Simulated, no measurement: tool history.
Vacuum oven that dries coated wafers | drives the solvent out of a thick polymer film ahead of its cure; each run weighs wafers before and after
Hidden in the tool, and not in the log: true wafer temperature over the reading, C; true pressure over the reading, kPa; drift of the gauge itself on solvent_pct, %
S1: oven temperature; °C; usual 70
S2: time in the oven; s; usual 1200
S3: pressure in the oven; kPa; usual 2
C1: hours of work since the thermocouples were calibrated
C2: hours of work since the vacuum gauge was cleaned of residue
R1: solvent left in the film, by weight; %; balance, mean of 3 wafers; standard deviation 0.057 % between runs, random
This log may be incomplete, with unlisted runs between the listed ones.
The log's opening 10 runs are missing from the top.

{"run": 11, "hour": 392.2, "S1": 70, "S2": 1200, "S3": 2, "C1": 1135, "C2": 1393, "R1": 2.68}
{"run": 12, "hour": 430.1, "S1": 75, "S2": 1200, "S3": 2, "C1": 1164, "C2": 1422, "R1": 1.66}
{"run": 13, "hour": 478.3, "S1": 70, "S2": 1200, "S3": 2, "C1": 1201, "C2": 1459, "R1": 2.79}
{"run": 14, "hour": 511.8, "S1": 70, "S2": 1200, "S3": 2, "C1": 1226, "C2": 1484, "R1": 2.74}
{"run": 15, "hour": 566.2, "S1": 70, "S2": 1200, "S3": 2, "C1": 1268, "C2": 1526, "R1": 2.81}
{"run": 16, "hour": 618.9, "S1": 70, "S2": 1200, "S3": 1.08, "C1": 1308, "C2": 1566, "R1": 2.24}
{"run": 17, "hour": 666.6, "S1": 70, "S2": 1200, "S3": 1.08, "C1": 1344, "C2": 1602, "R1": 2.32}
{"run": 18, "hour": 708.5, "S1": 70, "S2": 1200, "S3": 2, "C1": 1376, "C2": 1634, "R1": 2.81}
{"run": 19, "hour": 755.7, "S1": 79, "S2": 1200, "S3": 2, "C1": 1412, "C2": 1670, "R1": 1.06}
{"run": 20, "hour": 806.9, "S1": 79, "S2": 1200, "S3": 2, "C1": 1451, "C2": 1709, "R1": 1.15}
{"run": 21, "hour": 841.5, "S1": 79, "S2": 1200, "S3": 2, "C1": 1478, "C2": 1736, "R1": 1.08}
{"run": 22, "hour": 889.4, "S1": 63, "S2": 1200, "S3": 2.75, "C1": 1514, "C2": 1772, "R1": 5.3}
{"run": 23, "hour": 932.9, "S1": 63, "S2": 1200, "S3": 2.75, "C1": 1547, "C2": 1805, "R1": 5.38}
{"run": 24, "hour": 961.2, "S1": 63, "S2": 1200, "S3": 2.75, "C1": 1569, "C2": 1827, "R1": 5.32}
{"run": 25, "hour": 997.3, "S1": 63, "S2": 840, "S3": 1.41, "C1": 1596, "C2": 1854, "R1": 6}
{"hour": 1038.2, "done": "oven's thermocouples calibrated"}
{"run": 26, "hour": 1038.2, "S1": 63, "S2": 720, "S3": 2.45, "C1": 0, "C2": 1884, "R1": 6.92}
{"run": 27, "hour": 1079.6, "S1": 70, "S2": 1320, "S3": 6.12, "C1": 32, "C2": 1916, "R1": 4.68}
{"run": 28, "hour": 1123.9, "S1": 70, "S2": 1320, "S3": 6.12, "C1": 65, "C2": 1949, "R1": 4.68}

Run 29 has not been measured yet. What should we expect?
{"run": 29, "hour": 1150.5, "S1": 70, "S2": 1320, "S3": 6.12, "C1": 86, "C2": 1970, "R1": "?"}

R1: 4.64 %
On a tool with no hidden condition, and with the same random variation, this run would have come out at R1 4.62 %.
